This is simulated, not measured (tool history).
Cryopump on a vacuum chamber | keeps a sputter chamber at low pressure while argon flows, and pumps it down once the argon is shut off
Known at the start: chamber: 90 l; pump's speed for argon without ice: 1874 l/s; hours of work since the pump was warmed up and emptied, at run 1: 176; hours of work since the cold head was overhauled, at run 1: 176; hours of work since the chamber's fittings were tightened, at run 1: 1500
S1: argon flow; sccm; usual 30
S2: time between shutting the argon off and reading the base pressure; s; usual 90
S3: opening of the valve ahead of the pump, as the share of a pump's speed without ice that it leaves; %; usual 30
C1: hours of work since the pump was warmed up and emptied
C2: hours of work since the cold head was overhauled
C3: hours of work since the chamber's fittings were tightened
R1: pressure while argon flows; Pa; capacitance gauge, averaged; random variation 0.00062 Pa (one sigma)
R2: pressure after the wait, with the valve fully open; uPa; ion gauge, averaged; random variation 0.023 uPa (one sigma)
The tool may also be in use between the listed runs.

| run | hour | S1 | S2 | S3 | C1 | C2 | C3 | R1 | R2 |
|---|---|---|---|---|---|---|---|---|---|
| 1 | 0.0 | 30 | 90 | 30 | 176 | 176 | 1500 | 0.0918 | 2.09 |
| 2 | 15.7 | 30 | 90 | 30 | 188 | 188 | 1512 | 0.0905 | 2.04 |
| 3 | 32.8 | 30 | 90 | 30 | 201 | 201 | 1525 | 0.0913 | 2.10 |
| 4 | 42.1 | 30 | 90 | 30 | 208 | 208 | 1532 | 0.0926 | 2.04 |
| 5 | 56.4 | 30 | 24 | 30 | 219 | 219 | 1543 | 0.0921 | 3.92 |
| 6 | 72.6 | 30 | 24 | 34 | 231 | 231 | 1555 | 0.0802 | 3.97 |
| 7 | 88.2 | 30 | 90 | 30 | 243 | 243 | 1567 | 0.0924 | 2.14 |
| 8 | 105.2 | 30 | 90 | 30 | 255 | 255 | 1580 | 0.0913 | 2.23 |
| 9 | 125.1 | 30 | 90 | 30 | 270 | 270 | 1595 | 0.0918 | 2.16 |
| 10 | 133.4 | 30 | 90 | 30 | 277 | 277 | 1601 | 0.0923 | 2.24 |
| 11 | 141.7 | 30 | 90 | 30 | 283 | 283 | 1607 | 0.0921 | 2.23 |
| 12 | 159.6 | 30 | 90 | 30 | 296 | 296 | 1621 | 0.0920 | 2.22 |
| 13 | 171.9 | 30 | 90 | 21 | 306 | 306 | 1630 | 0.1306 | 2.20 |
| 14 | 188.3 | 30 | 90 | 21 | 318 | 318 | 1642 | 0.1311 | 2.23 |
| 15 | 208.2 | 30 | 90 | 30 | 333 | 333 | 1657 | 0.0932 | 2.27 |
| 16 | 224.5 | 30 | 90 | 30 | 345 | 345 | 1669 | 0.0927 | 2.30 |
| 17 | 234.4 | 30 | 90 | 30 | 353 | 353 | 1677 | 0.0926 | 2.34 |
| 18 | 246.0 | 12 | 66 | 15 | 361 | 361 | 1686 | 0.0738 | 2.49 |
| 19 | 261.2 | 12 | 66 | 15 | 373 | 373 | 1697 | 0.0739 | 2.59 |
| 20 | 269.9 | 12 | 66 | 15 | 379 | 379 | 1704 | 0.0727 | 2.58 |
| 21 | 287.6 | 30 | 224 | 30 | 393 | 393 | 1717 | 0.0931 | 2.00 |
| 22 | 302.1 | 23 | 90 | 26 | 404 | 404 | 1728 | 0.0813 | 2.39 |
| 23 | 310.2 | 23 | 90 | 26 | 410 | 410 | 1734 | 0.0824 | 2.38 |
| 24 | 329.0 | 23 | 90 | 26 | 424 | 424 | 1748 | 0.0817 | 2.36 |
| 25 | 344.7 | 22 | 194 | 30 | 436 | 436 | 1760 | 0.0687 | 2.00 |
| 26 | 353.6 | 25 | 126 | 27 | 443 | 443 | 1767 | 0.0861 | 2.21 |
| 27 | 362.4 | 12 | 69 | 37 | 449 | 449 | 1773 | 0.0315 | 2.61 |
| 28 | 371.7 | 12 | 69 | 37 | 456 | 456 | 1780 | 0.0312 | 2.65 |
| 29 | 381.1 | 12 | 229 | 16 | 463 | 463 | 1787 | 0.0687 | 2.06 |
| 30 | 395.4 | 14 | 229 | 33 | 474 | 474 | 1798 | 0.0398 | 2.03 |
| 31 | 411.7 | 14 | 229 | 33 | 486 | 486 | 1810 | 0.0403 | 2.07 |
| 32 | 429.0 | 14 | 229 | 33 | 499 | 499 | 1823 | 0.0396 | 2.06 |
| 33 | 448.5 | 43 | 64 | 27 | 514 | 514 | 1838 | 0.1485 | 2.80 |

Forecast each of these 3 alternatives for the next run:
| A | 457.1 | 43 | 158 | 27 | 520 | 520 | 1845 | ? | ? |
| B | 457.1 | 30 | 64 | 31 | 520 | 520 | 1845 | ? | ? |
| C | 457.1 | 36 | 90 | 30 | 520 | 520 | 1845 | ? | ? |

| run | R1 | R2 |
|---|---|---|
| A | 0.1470 | 2.21 |
| B | 0.0910 | 2.74 |
| C | 0.1125 | 2.51 |
Without the tool's hidden state the same runs would have given:
| run | R1 | R2 |
|---|---|---|
| A | 0.1418 | 0.51 |
| B | 0.0873 | 1.04 |
| C | 0.1081 | 0.81 |

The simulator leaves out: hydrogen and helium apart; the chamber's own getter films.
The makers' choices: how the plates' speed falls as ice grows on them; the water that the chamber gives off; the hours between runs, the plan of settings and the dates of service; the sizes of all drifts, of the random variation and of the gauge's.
